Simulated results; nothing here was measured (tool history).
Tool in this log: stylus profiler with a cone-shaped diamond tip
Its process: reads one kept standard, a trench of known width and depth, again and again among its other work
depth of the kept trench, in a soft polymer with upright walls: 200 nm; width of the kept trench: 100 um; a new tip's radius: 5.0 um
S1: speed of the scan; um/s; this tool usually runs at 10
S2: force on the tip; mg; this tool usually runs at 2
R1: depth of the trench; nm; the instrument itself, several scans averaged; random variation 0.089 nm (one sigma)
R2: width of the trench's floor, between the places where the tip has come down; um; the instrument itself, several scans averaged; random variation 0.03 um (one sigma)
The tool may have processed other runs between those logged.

run	hour	S1	S2	R1	R2
1	0	10	2	202.8	96.57
2	68.9	10	2	202.82	96.42
3	145.6	10	2	202.91	96.4
4	224.3	10	2	202.9	96.36
5	307.4	10	2	203.13	96.26
6	348.3	10	2	202.87	96.21
7	413.2	10	2	202.96	96.16
8	494.1	10	2	203.21	96.08
9	539.4	10	2	202.98	96.06
10	606.8	10	2	203.07	95.98
11	644.6	10	3.6	204.44	95.98
12	681.8	10	1.79	203.08	95.9
13	757.4	10	2	203.21	95.9
14	804.4	10	2	203.11	95.82
15	868.6	9	2	203.24	95.77
16	910	10	2	203.18	95.75
17	972.5	10	2	203.34	95.7
18	1046.8	6	2	203.34	95.66
19	1095	6	2	203.35	95.68
20	1145.6	6	2	203.38	95.55
21	1206.2	7	2	203.59	95.56
22	1275.9	7	2	203.47	95.52
23	1318	7	2	203.49	95.44
24	1396.4	18	2.82	204.22	95.44
25	1439.6	18	2.82	204.25	95.4
26	1520.9	18	2.82	204.17	95.3
# hour 1541.4: new tip fitted, height scale calibrated
27	1597	13	1.68	202.4	97.17
28	1652.6	13	1.68	202.5	97.03
29	1715	14	4.01	204.24	96.95
30	1750.6	10	4.59	204.58	96.94
31	1796.3	10	4.59	204.59	96.92
32	1832.4	30	4.22	204.5	96.85
33	1868.9	4	1.79	202.65	96.85
34	1906.3	8	2.56	203.19	96.83
35	1949.2	8	2.56	203.41	96.79
36	2014	12	5.55	205.27	96.69
37	2078.5	37	1.14	201.97	96.59
38	2158.1	7	1.32	202.33	96.6
39	2236.4	12	0.78	201.78	96.39
40	2306.1	11	5.96	205.66	96.48
41	2388	11	5.96	205.77	96.28
42	2473.4	15	3.12	203.78	96.31
43	2546.1	7	1.55	202.68	96.17
44	2609	4	3.24	204.26	96.15
45	2655.5	4	3.24	204.12	96.15
46	2734.7	20	2.11	203.42	95.98

Predict each of these 3 candidate next runs independently; none follows another, all start after run 46:
A	2797.3	8	1.08	?	?
B	2797.3	9	2	?	?
C	2797.3	16	1.44	?	?

run	R1	R2
A	202.2	96.06
B	203.04	95.98
C	202.66	95.99
With the hidden condition removed and each run's random variation left untouched, the same runs would have given:
run	R1	R2
A	201.62	97.24
B	202.45	97.16
C	202.07	97.17
